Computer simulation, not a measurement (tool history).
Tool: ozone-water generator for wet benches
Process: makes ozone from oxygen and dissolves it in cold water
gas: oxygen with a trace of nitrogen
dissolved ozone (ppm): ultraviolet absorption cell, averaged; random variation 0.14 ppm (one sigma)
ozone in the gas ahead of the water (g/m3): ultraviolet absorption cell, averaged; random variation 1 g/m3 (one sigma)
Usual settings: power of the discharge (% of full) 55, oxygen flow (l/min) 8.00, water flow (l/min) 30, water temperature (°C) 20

run,hour,power of the discharge (% of full),oxygen flow (l/min),water flow (l/min),water temperature (°C),dissolved ozone (ppm),ozone in the gas ahead of the water (g/m3)
1,0.0,55,8.00,30,20,15.0,182.7
2,31.5,55,8.00,30,20,15.0,181.3
3,65.3,55,8.00,30,20,14.7,180.6
4,83.5,55,8.00,28,20,15.9,181.4
5,104.5,55,8.00,47,20,9.8,181.5
6,122.3,55,13.79,47,20,10.6,143.7
7,138.1,55,13.79,47,20,10.4,143.1
8,152.5,42,8.00,30,20,12.9,156.9
9,169.7,42,8.00,30,20,13.1,158.9
10,198.6,52,6.46,19,20,20.5,191.9
11,212.9,52,6.46,19,20,20.6,192.4
12,242.8,52,6.46,19,20,21.0,193.4
13,267.2,51,6.46,36,26,11.1,191.9
14,300.8,41,6.46,37,26,9.6,170.8
15,324.3,41,6.46,37,26,9.3,172.0
16,340.9,41,11.54,37,26,10.2,133.3

The same runs without the tool's hidden state, with the same run-to-run variation:
The hidden state here: yield of the discharge, % of new electrodes'; contactor's efficiency, % of a clean one's; true water temperature over the reading, C; drift of the gauge itself on ozone_ppm, %; drift of the gauge itself on gas_g_m3, %.
run,dissolved ozone (ppm),ozone in the gas ahead of the water (g/m3)
1,15.4,182.7
2,15.4,181.5
3,15.2,180.8
4,16.4,181.8
5,10.1,181.9
6,10.9,144.0
7,10.7,143.6
8,13.3,157.3
9,13.5,159.3
10,21.1,192.7
11,21.2,193.3
12,21.6,194.4
13,11.4,192.9
14,9.9,171.7
15,9.7,173.0
16,10.6,134.1
